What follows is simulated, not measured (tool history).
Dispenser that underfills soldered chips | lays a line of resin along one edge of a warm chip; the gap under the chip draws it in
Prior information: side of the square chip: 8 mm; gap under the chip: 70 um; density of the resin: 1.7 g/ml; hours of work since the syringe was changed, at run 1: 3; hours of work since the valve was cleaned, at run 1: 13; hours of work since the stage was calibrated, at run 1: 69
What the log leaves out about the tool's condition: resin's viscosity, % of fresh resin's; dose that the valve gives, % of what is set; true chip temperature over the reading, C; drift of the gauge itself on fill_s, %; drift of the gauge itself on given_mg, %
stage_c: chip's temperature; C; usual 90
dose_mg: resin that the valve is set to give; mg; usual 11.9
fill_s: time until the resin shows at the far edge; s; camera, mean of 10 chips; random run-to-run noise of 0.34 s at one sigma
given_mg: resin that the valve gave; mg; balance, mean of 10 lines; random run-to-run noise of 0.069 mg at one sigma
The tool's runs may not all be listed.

run,hour,stage_c,dose_mg,hours of work since the syringe was changed,hours of work since the valve was cleaned,hours of work since the stage was calibrated,fill_s,given_mg
1,0,90,11.9,3,13,69,21.3,11.83
2,2.3,90,11.9,4,15,71,23.1,11.79
3,4.6,90,11.9,5,16,72,26.9,11.65
4,6.8,101,11.9,7,17,73,19.6,11.86
# hour 7.4: new syringe of resin
5,10.7,78,11.9,2,19,76,32.7,11.93
6,15,78,11.9,5,22,78,40.9,11.69
7,17.2,78,11.9,6,24,80,45,11.68
# hour 19.3: new syringe of resin
8,19.6,90,11.9,0,25,81,16.7,11.66
9,22.3,92,11.9,2,26,83,18.7,11.65
10,25.1,89,13.3,4,28,84,22.7,13.09
11,28.2,89,13.3,5,30,86,27,12.97
12,30.5,104,11.9,7,31,88,17.3,11.7
# hour 31.1: new syringe of resin
13,34.5,97,13.5,2,34,90,15.2,13.23
14,36.6,99,12.9,3,35,91,15.9,12.75
15,40,82,10.2,5,37,93,37.6,9.98
# hour 42.9: new syringe of resin
16,43.7,78,11.3,1,39,95,29.5,10.92
17,46.7,78,11.3,2,41,97,34.1,10.95
18,50,100,10.9,4,43,99,17.3,10.55

Alternative continuations, all from the tool just after run 18; predict every row:
A,52.1,101,11.7,6,44,100,?,?
B,52.1,96,11.9,6,44,100,?,?
C,52.1,89,14.6,6,44,100,?,?

run,fill_s,given_mg
A,18.5,11.29
B,21.5,11.53
C,27.7,14.19
Had the tool no hidden state, the same runs would have come out as:
run,fill_s,given_mg
A,11.6,11.64
B,13.1,11.89
C,17.1,14.64
